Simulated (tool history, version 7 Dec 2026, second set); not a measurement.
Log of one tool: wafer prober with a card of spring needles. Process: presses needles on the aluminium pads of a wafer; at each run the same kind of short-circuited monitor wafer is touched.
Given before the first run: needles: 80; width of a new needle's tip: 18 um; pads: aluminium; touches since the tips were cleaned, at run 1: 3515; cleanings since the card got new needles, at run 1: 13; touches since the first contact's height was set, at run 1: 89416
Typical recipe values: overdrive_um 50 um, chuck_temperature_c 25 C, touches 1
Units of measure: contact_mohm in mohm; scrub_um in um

run	hour	overdrive_um	chuck_temperature_c	touches	touches since the tips were cleaned	cleanings since the card got new needles	touches since the first contact's height was set	contact_mohm	scrub_um
1	0.0	50	25	1	3515	13	89416	215	6.85
# hour 7.7: tips cleaned on abrasive film
2	8.6	50	25	1	360	14	92816	211	6.84
3	16.2	50	25	1	3354	14	95810	215	6.85
# hour 23.5: tips cleaned on abrasive film
4	34.2	50	25	1	4260	15	102961	214	6.87
# hour 39.2: tips cleaned on abrasive film
5	48.8	50	25	2	3792	16	108721	210	6.86
# hour 55.5: tips cleaned on abrasive film
6	65.3	50	25	2	3896	17	115275	212	6.87
# hour 72.2: tips cleaned on abrasive film
7	75.0	50	25	1	1138	18	119099	212	6.89
# hour 88.8: tips cleaned on abrasive film
8	91.7	33	25	1	1163	19	125720	225	4.52
9	101.4	33	25	1	5024	19	129581	227	4.54
# hour 105.4: tips cleaned on abrasive film
10	109.5	50	25	1	1627	20	132755	215	6.92
# hour 121.7: tips cleaned on abrasive film
11	121.7	50	25	1	0	21	137572	215	6.89
12	130.3	50	25	1	3411	21	140983	216	6.89
# hour 137.9: tips cleaned on abrasive film
13	142.5	50	39	1	1859	22	145829	218	6.88
# hour 154.1: tips cleaned on abrasive film
14	159.6	50	25	3	2213	23	152604	213	6.90
15	167.6	50	25	3	5391	23	155782	212	6.91
# hour 170.6: tips cleaned on abrasive film
16	184.9	50	120	3	5694	24	162612	237	6.92
# hour 187.8: tips cleaned on abrasive film
17	200.2	53	43	2	4920	25	168675	218	7.32
# hour 204.2: tips cleaned on abrasive film
18	218.2	53	43	2	5575	26	175813	218	7.34
# hour 221.0: tips cleaned on abrasive film
19	229.6	33	43	2	3398	27	180296	230	4.57
# hour 232.3: height of the first contact set anew
# hour 237.1: tips cleaned on abrasive film
20	237.7	33	43	2	209	28	2101	228	4.58
21	250.9	33	56	2	5492	28	7384	235	4.58
# hour 254.0: tips cleaned on abrasive film
22	265.2	33	56	2	4451	29	13008	236	4.56
# hour 270.0: tips cleaned on abrasive film
23	281.6	37	91	2	4653	30	19535	240	5.14
# hour 285.9: tips cleaned on abrasive film
24	299.9	50	45	3	5584	31	26759	221	6.94
# hour 301.7: tips cleaned on abrasive film
25	315.3	50	25	2	5441	32	32872	211	6.94
# hour 317.5: tips cleaned on abrasive film
26	326.4	43	55	2	3558	33	37263	225	5.98
# hour 334.4: tips cleaned on abrasive film
27	335.6	50	67	1	459	34	40851	222	6.95
# hour 350.9: tips cleaned on abrasive film
28	350.9	31	25	2	0	35	46933	226	4.33
29	358.9	31	25	2	3164	35	50097	230	4.31
# hour 367.6: tips cleaned on abrasive film
30	369.7	50	75	1	856	36	54379	224	6.98
# hour 384.0: tips cleaned on abrasive film
31	386.2	50	29	1	882	37	60916	216	6.96

Some steps in scrub_um, run to run, broken into two amounts with sign: the step expected even without the hidden condition (settings, incoming material, random variation), and the rest, left for the hidden condition together with whatever gauge scatter is not in both the measured and the hidden-condition-free result:
The hidden state here: debris on the tips, nm; way that the needles fall short of the set height, um; tips' diameter, um; drift of the gauge itself on contact_mohm, %; drift of the gauge itself on scrub_um, %.
Run 18 -> 19: overdrive_um 53 -> 33, tips cleaned on abrasive film. scrub_um -2.77 um: hidden state -0.03, all else -2.74.
Run 27 -> 28: overdrive_um 50 -> 31, chuck_temperature_c 67 -> 25, touches 1 -> 2, tips cleaned on abrasive film. scrub_um -2.62 um: hidden state -0.04, all else -2.58.
Run 29 -> 30: overdrive_um 31 -> 50, chuck_temperature_c 25 -> 75, touches 2 -> 1, tips cleaned on abrasive film. scrub_um +2.67 um: hidden state +0.05, all else +2.62.
